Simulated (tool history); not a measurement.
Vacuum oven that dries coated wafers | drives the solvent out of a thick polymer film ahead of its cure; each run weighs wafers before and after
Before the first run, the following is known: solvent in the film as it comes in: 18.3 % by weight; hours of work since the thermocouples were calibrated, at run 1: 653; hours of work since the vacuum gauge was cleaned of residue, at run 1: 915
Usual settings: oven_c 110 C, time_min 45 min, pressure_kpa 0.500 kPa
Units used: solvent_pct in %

run   hour  oven_c  time_min  pressure_kpa  hours of work since the thermocouples were calibrated  hours of work since the vacuum gauge was cleaned of residue  solvent_pct
  1    0.0     110        45         0.500                                                    653                                                          915         1.31
  2   50.2     110        45         0.500                                                    677                                                          940         1.23
      90.5  -- oven's thermocouples calibrated
  3  108.5     110        45         0.500                                                      9                                                          967         1.25
  4  180.1      97        45         0.500                                                     44                                                         1002         3.77
  5  243.7      97        45         0.500                                                     75                                                         1033         3.75
  6  281.2     110        45         0.500                                                     93                                                         1052         1.24
  7  351.6     110        45         0.500                                                    128                                                         1086         1.29
  8  399.1     110        45         0.500                                                    151                                                         1109         1.25
  9  470.9     110        45         0.500                                                    186                                                         1144         1.26
 10  532.9     110        45         0.500                                                    216                                                         1175         1.25
 11  567.6     110        45         0.292                                                    233                                                         1192         0.98
 12  637.1     104        48         0.415                                                    267                                                         1226         1.86
 13  673.7     104        48         0.415                                                    285                                                         1244         1.85
 14  718.1     120        23         0.500                                                    307                                                         1265         1.47
 15  768.6     120        52         0.425                                                    332                                                         1290         0.36
 16  840.1     120        52         0.425                                                    367                                                         1325         0.45
 17  904.0     119        52         0.821                                                    398                                                         1356         0.85
 18  964.2     119        52         0.821                                                    427                                                         1386         0.86

Forecast run 19:
 19  1002.4     115        45         0.434                                                    446                                                         1404            ?

solvent_pct: 0.77 %
The same run, on a tool lacking any hidden state, would have yielded solvent_pct 0.75 %.
